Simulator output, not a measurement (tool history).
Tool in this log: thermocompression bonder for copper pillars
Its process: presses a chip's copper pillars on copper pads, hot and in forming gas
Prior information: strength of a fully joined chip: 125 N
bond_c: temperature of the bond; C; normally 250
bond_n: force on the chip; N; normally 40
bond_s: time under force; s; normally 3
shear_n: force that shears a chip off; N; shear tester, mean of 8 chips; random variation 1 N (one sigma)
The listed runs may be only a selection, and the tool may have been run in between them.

run 1 hour=0.0 | bond_c=250 bond_n=40 bond_s=3 | shear_n=83.3
run 2 hour=28.4 | bond_c=250 bond_n=40 bond_s=3 | shear_n=80.4
-- hour=54.6 forming gas filter changed
run 3 hour=55.5 | bond_c=250 bond_n=40 bond_s=3 | shear_n=86.3
run 4 hour=79.2 | bond_c=250 bond_n=40 bond_s=3 | shear_n=83.6
run 5 hour=106.7 | bond_c=250 bond_n=40 bond_s=3 | shear_n=84.9
run 6 hour=152.6 | bond_c=250 bond_n=40 bond_s=3 | shear_n=84.7
run 7 hour=188.9 | bond_c=250 bond_n=35 bond_s=3 | shear_n=77.2
run 8 hour=221.8 | bond_c=250 bond_n=35 bond_s=3 | shear_n=76.1
run 9 hour=255.5 | bond_c=250 bond_n=35 bond_s=3 | shear_n=74.7
run 10 hour=276.3 | bond_c=250 bond_n=35 bond_s=3 | shear_n=75.5
run 11 hour=304.4 | bond_c=250 bond_n=35 bond_s=3 | shear_n=76.3
run 12 hour=329.7 | bond_c=250 bond_n=35 bond_s=3 | shear_n=73.3
run 13 hour=355.9 | bond_c=250 bond_n=39 bond_s=3 | shear_n=79.3
run 14 hour=390.2 | bond_c=250 bond_n=40 bond_s=3 | shear_n=82.0
run 15 hour=438.9 | bond_c=250 bond_n=40 bond_s=7 | shear_n=100.4
run 16 hour=479.8 | bond_c=250 bond_n=40 bond_s=7 | shear_n=98.0
run 17 hour=520.9 | bond_c=250 bond_n=42 bond_s=3 | shear_n=83.4
run 18 hour=569.9 | bond_c=250 bond_n=42 bond_s=3 | shear_n=84.1
run 19 hour=602.9 | bond_c=250 bond_n=40 bond_s=3 | shear_n=79.9
run 20 hour=627.8 | bond_c=250 bond_n=40 bond_s=3 | shear_n=78.6
run 21 hour=649.8 | bond_c=250 bond_n=27 bond_s=3 | shear_n=57.5
-- hour=674.7 forming gas filter changed
run 22 hour=674.7 | bond_c=274 bond_n=32 bond_s=3 | shear_n=84.4
run 23 hour=696.5 | bond_c=264 bond_n=33 bond_s=3 | shear_n=80.3
run 24 hour=734.4 | bond_c=264 bond_n=28 bond_s=6 | shear_n=84.9
run 25 hour=771.2 | bond_c=252 bond_n=28 bond_s=2 | shear_n=52.2
run 26 hour=798.8 | bond_c=257 bond_n=47 bond_s=8 | shear_n=111.8
run 27 hour=819.9 | bond_c=265 bond_n=29 bond_s=6 | shear_n=85.7
run 28 hour=857.9 | bond_c=238 bond_n=33 bond_s=3 | shear_n=60.4
-- hour=863.8 heater calibrated with a thermocouple chip
run 29 hour=903.0 | bond_c=238 bond_n=33 bond_s=3 | shear_n=67.7
run 30 hour=946.1 | bond_c=253 bond_n=38 bond_s=6 | shear_n=100.0
run 31 hour=979.2 | bond_c=260 bond_n=25 bond_s=2 | shear_n=59.7
run 32 hour=1010.3 | bond_c=222 bond_n=35 bond_s=3 | shear_n=59.3
run 33 hour=1060.4 | bond_c=250 bond_n=26 bond_s=3 | shear_n=62.1
run 34 hour=1091.8 | bond_c=250 bond_n=26 bond_s=3 | shear_n=61.1
run 35 hour=1113.2 | bond_c=279 bond_n=60 bond_s=5 | shear_n=120.9
run 36 hour=1144.6 | bond_c=229 bond_n=29 bond_s=3 | shear_n=52.1
run 37 hour=1169.3 | bond_c=229 bond_n=29 bond_s=3 | shear_n=53.9
run 38 hour=1211.5 | bond_c=263 bond_n=57 bond_s=3 | shear_n=109.0
run 39 hour=1233.6 | bond_c=279 bond_n=31 bond_s=4 | shear_n=93.9
run 40 hour=1256.0 | bond_c=257 bond_n=26 bond_s=4 | shear_n=69.2

What if the next run were any one of these 3? Each begins from the tool's condition after run 40:
-- hour=1295.6 forming gas filter changed
run A hour=1295.6 | bond_c=256 bond_n=34 bond_s=7 | shear_n=?
-- hour=1295.6 forming gas filter changed
run B hour=1295.6 | bond_c=250 bond_n=31 bond_s=3 | shear_n=?
-- hour=1295.6 forming gas filter changed
run C hour=1295.6 | bond_c=222 bond_n=29 bond_s=2 | shear_n=?

run=A shear_n=99.7
run=B shear_n=74.0
run=C shear_n=42.2
Had the tool no hidden state, the same runs would have come out as:
run=A shear_n=102.5
run=B shear_n=77.4
run=C shear_n=44.9
